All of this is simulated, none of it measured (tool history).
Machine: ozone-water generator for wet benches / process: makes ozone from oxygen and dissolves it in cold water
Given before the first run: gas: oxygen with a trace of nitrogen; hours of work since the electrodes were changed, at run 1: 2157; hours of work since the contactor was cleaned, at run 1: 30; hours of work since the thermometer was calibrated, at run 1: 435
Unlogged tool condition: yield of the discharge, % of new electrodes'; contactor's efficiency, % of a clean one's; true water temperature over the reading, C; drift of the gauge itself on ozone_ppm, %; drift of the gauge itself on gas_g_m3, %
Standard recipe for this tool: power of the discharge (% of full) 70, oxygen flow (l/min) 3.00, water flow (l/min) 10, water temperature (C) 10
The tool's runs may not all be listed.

run	day	power of the discharge (% of full)	oxygen flow (l/min)	water flow (l/min)	water temperature (C)	hours of work since the electrodes were changed	hours of work since the contactor was cleaned	hours of work since the thermometer was calibrated	dissolved ozone (ppm)	ozone in the gas ahead of the water (g/m3)
1	0.000	70	3.00	10	10	2157	30	435	23.2	172.0
2	3.604	70	3.00	10	10	2210	83	488	22.8	172.6
3	10.525	70	1.64	10	10	2313	186	591	19.2	210.8
4	17.854	70	3.00	10	12	2421	295	699	22.4	173.1
5	24.546	70	3.00	10	10	2521	394	799	22.8	172.4
6	31.458	70	3.00	10	10	2623	496	901	22.9	173.3
7	36.108	70	3.00	10	10	2692	565	970	22.9	172.6
8	44.342	70	3.00	10	10	2814	687	1092	23.0	167.6
9	52.796	70	3.00	10	10	2939	813	1217	22.7	171.4
10	61.104	48	3.00	10	10	3063	936	1341	18.5	137.4
11	68.404	70	3.48	10	10	3171	1044	1449	23.1	160.3
12	75.771	70	3.48	15	10	3280	1153	1558	16.0	159.1
13	80.054	70	3.48	15	10	3344	1217	1622	16.0	160.0
14	85.529	59	3.00	10	10	3425	1298	1703	20.5	154.8
15	91.975	59	3.00	10	10	3520	1393	1798	20.4	153.9
16	97.450	59	3.00	10	10	3601	1475	1880	20.4	153.0
17	101.642	70	3.00	13	10	3664	1537	1942	17.4	168.6
18	105.796	70	3.12	9	10	3725	1598	2003	24.5	165.6
19	110.692	70	3.49	10	10	3798	1671	2076	22.8	159.6
20	116.188	70	4.45	9	8	3879	1752	2157	26.5	146.5
21	120.442	70	4.45	9	8	3942	1815	2220	26.5	144.9
22	124.296	70	2.80	13	5	3999	1873	2277	17.8	168.9
23	131.579	70	3.00	10	6	4107	1981	2385	22.9	164.2
24	138.475	66	2.26	7	10	4210	2083	2488	26.0	175.8
25	146.146	70	1.76	8	10	4323	2197	2601	22.6	194.0
26	151.029	70	2.04	8	11	4396	2269	2674	23.4	186.2
27	155.267	70	4.77	7	10	4459	2332	2737	30.0	139.7
28	161.838	64	2.13	16	12	4556	2429	2834	11.2	175.4
29	169.792	49	2.13	16	12	4674	2547	2952	9.9	151.1
30	177.896	49	2.13	16	12	4794	2667	3072	9.6	151.4
31	185.250	49	2.13	16	12	4903	2776	3181	9.9	152.6
32	188.767	83	2.08	7	10	4955	2828	3233	28.7	197.5

Branching from run 32: 3 alternative next runs. What would each branch give?
A	196.238	78	4.41	10	10	5066	2939	3344	?	?
B	196.238	70	3.00	10	13	5066	2939	3344	?	?
C	196.238	83	4.07	9	10	5066	2939	3344	?	?

run	dissolved ozone (ppm)	ozone in the gas ahead of the water (g/m3)
A	24.0	150.0
B	20.0	162.3
C	26.6	161.7
Take away the tool's hidden state, keep each run's random variation, and the runs would have read:
run	dissolved ozone (ppm)	ozone in the gas ahead of the water (g/m3)
A	28.3	171.2
B	23.3	183.8
C	31.4	185.2
